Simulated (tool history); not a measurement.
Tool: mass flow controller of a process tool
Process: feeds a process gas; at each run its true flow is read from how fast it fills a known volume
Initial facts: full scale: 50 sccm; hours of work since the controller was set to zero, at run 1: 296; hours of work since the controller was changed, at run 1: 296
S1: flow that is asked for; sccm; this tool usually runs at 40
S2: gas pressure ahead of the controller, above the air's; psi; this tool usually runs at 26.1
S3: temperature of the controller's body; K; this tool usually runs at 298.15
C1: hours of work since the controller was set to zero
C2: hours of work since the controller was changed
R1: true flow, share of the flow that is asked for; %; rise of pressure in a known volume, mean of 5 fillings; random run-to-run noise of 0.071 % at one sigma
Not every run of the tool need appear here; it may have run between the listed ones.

| run | day | S1 | S2 | S3 | C1 | C2 | R1 |
|---|---|---|---|---|---|---|---|
| 1 | 0 | 40 | 26.1 | 298.15 | 296 | 296 | 99.48 |
| 2 | 2 | 40 | 26.1 | 298.15 | 312 | 312 | 99.28 |
| 3 | 4.05 | 40 | 26.1 | 298.15 | 329 | 329 | 99.29 |
| 4 | 6.033 | 40 | 26.1 | 298.15 | 344 | 344 | 99.37 |
| 5 | 9.212 | 40 | 26.1 | 298.15 | 370 | 370 | 99.33 |
| 6 | 12.925 | 40 | 26.1 | 298.15 | 399 | 399 | 99.19 |
| 7 | 16.242 | 40 | 26.1 | 298.15 | 425 | 425 | 99.11 |
| 8 | 19.933 | 40 | 21.3 | 300.15 | 455 | 455 | 98.99 |
| 9 | 23.383 | 40 | 20.9 | 307.15 | 482 | 482 | 98.45 |
| 10 | 26.942 | 10 | 40.5 | 307.15 | 511 | 511 | 95.98 |
| 11 | 30.204 | 45 | 40.5 | 295.15 | 536 | 536 | 98.66 |
| 12 | 32.721 | 10 | 23.9 | 304.15 | 556 | 556 | 96.64 |
| 13 | 35.046 | 10 | 23.9 | 304.15 | 575 | 575 | 96.48 |
| 14 | 38.671 | 10 | 21.3 | 294.15 | 604 | 604 | 97.17 |

Had the tool no unlogged condition, and each run kept its random variation, what would the results have been?
Hidden state present: flow at rest that the sensor doesn't see, % of full scale; true flow over the shown one, %; drift of the gauge itself on true_pct, %.
| run | R1 |
|---|---|
| 1 | 99.47 |
| 2 | 99.34 |
| 3 | 99.4 |
| 4 | 99.54 |
| 5 | 99.59 |
| 6 | 99.56 |
| 7 | 99.58 |
| 8 | 99.56 |
| 9 | 99.11 |
| 10 | 96.73 |
| 11 | 99.53 |
| 12 | 97.56 |
| 13 | 97.46 |
| 14 | 98.26 |

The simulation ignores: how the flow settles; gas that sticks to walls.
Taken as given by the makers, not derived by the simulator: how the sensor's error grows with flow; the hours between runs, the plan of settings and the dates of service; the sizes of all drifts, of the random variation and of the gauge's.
